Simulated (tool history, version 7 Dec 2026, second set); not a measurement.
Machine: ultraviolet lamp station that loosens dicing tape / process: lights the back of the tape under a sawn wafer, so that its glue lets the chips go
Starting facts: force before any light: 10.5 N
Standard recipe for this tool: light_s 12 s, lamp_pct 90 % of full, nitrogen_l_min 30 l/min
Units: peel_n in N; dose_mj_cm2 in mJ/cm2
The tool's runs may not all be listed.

run   hour  light_s  lamp_pct  nitrogen_l_min  peel_n  dose_mj_cm2
  1      0       12        90              30   0.472          197
  2   18.5       12        90              30   0.452          197
  3   51.2       12        90              30   0.459          191
      65.5  -- window cleaned of glue's vapour
  4   83.1       12        90              30   0.372          216
  5  118.6       12        90              30   0.403          214
  6  143.4       12        90              30   0.389          213
  7  173.9       12        90              10    0.97          207
  8  197.8       12        90              10   0.989          207
  9  228.4       12        63              30   0.941          145

Run 10 is up next; what results do you expect?
 10   258       12        63              30       ?            ?

Run 10 came out at peel_n 0.965 N, dose_mj_cm2 146 mJ/cm2.
Were there no unlogged condition in the tool, this run, its random variation unchanged, would have produced peel_n 0.691 N, dose_mj_cm2 169 mJ/cm2.
